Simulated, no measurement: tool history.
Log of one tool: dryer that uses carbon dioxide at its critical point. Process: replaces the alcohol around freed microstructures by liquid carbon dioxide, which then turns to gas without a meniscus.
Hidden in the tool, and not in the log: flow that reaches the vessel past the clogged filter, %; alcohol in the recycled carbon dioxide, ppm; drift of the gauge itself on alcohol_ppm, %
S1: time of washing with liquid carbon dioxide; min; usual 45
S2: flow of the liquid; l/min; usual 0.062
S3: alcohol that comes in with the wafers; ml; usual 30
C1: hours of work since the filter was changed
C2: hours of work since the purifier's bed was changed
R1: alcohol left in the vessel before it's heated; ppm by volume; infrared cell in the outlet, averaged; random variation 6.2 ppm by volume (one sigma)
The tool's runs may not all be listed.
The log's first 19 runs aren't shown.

Run 20, hour 810.6: usual settings but S1 39 min; C1 214; C2 637. Result: R1 801 ppm by volume.
At hour 825.9: purifier's bed changed.
Run 21, hour 860.1: usual settings but S1 39 min; C1 246; C2 24. Result: R1 726 ppm by volume.
Run 22, hour 900.2: usual settings but S1 52 min, S2 0.075 l/min, S3 26 ml; C1 274; C2 51. Result: R1 62 ppm by volume.
Run 23, hour 953.3: usual settings but S1 52 min, S2 0.075 l/min, S3 43 ml; C1 311; C2 88. Result: R1 95 ppm by volume.
Run 24, hour 991.5: usual settings but S1 31 min, S2 0.0651 l/min, S3 92 ml; C1 337; C2 115. Result: R1 4984 ppm by volume.
Run 25, hour 1033.2: usual settings but S1 31 min, S2 0.0619 l/min; C1 366; C2 143. Result: R1 2026 ppm by volume.
Run 26, hour 1067.9: usual settings but S1 28 min, S3 49 ml; C1 390; C2 167. Result: R1 4543 ppm by volume.
Run 27, hour 1119: usual settings but S1 41 min; C1 425; C2 203. Result: R1 759 ppm by volume.
Run 28, hour 1163.1: usual settings but S1 48 min, S2 0.0493 l/min, S3 62 ml; C1 456; C2 233. Result: R1 2326 ppm by volume.
At hour 1187.4: inlet filter changed.
Run 29, hour 1204.3: usual settings but S1 40 min, S3 24 ml; C1 12; C2 261. Result: R1 405 ppm by volume.
Run 30, hour 1247.7: usual settings but S1 47 min, S2 0.0744 l/min, S3 108 ml; C1 42; C2 291. Result: R1 272 ppm by volume.
Run 31, hour 1291.9: usual settings but S1 43 min, S2 0.052 l/min, S3 55 ml; C1 72; C2 322. Result: R1 1601 ppm by volume.
Run 32, hour 1321.7: usual settings but S1 31 min, S2 0.0763 l/min, S3 87 ml; C1 93; C2 342. Result: R1 1739 ppm by volume.
Run 33, hour 1365.5: usual settings but S1 31 min, S2 0.0763 l/min, S3 87 ml; C1 123; C2 372. Result: R1 1873 ppm by volume.
Run 34, hour 1393.5: usual settings but S3 92 ml; C1 143; C2 392. Result: R1 975 ppm by volume.
Run 35, hour 1432.8: usual settings but S1 53 min, S3 69 ml; C1 170; C2 419. Result: R1 356 ppm by volume.
Run 36, hour 1479.5: usual settings but S1 53 min, S3 40 ml; C1 202; C2 451. Result: R1 258 ppm by volume.
Run 37, hour 1506.7: usual settings but S1 35 min, S2 0.0475 l/min, S3 57 ml; C1 221; C2 470. Result: R1 5657 ppm by volume.
Run 38, hour 1532.4: usual settings but S2 0.046 l/min, S3 47 ml; C1 239; C2 488. Result: R1 2326 ppm by volume.

5 ways to go on from here, each from the tool as it stands after run 38. What would each give?
Run A, hour 1589.6: usual settings but S1 43 min, S3 69 ml; C1 278; C2 527. Result: R1 ?.
Run B, hour 1589.6: usual settings but S1 57 min, S2 0.0957 l/min, S3 63 ml; C1 278; C2 527. Result: R1 ?.
Run C, hour 1589.6: usual settings but S3 83 ml; C1 278; C2 527. Result: R1 ?.
Run D, hour 1589.6: usual settings but S1 40 min, S2 0.0828 l/min, S3 56 ml; C1 278; C2 527. Result: R1 ?.
Run E, hour 1589.6: usual settings but S1 37 min, S2 0.0461 l/min, S3 110 ml; C1 278; C2 527. Result: R1 ?.

run     R1
  A   1153
  B     80
  C   1082
  D    328
  E  10564
Without the tool's hidden state the same runs would have given:
run    R1
  A   726
  B     0
  C   666
  D   153
  E  8209
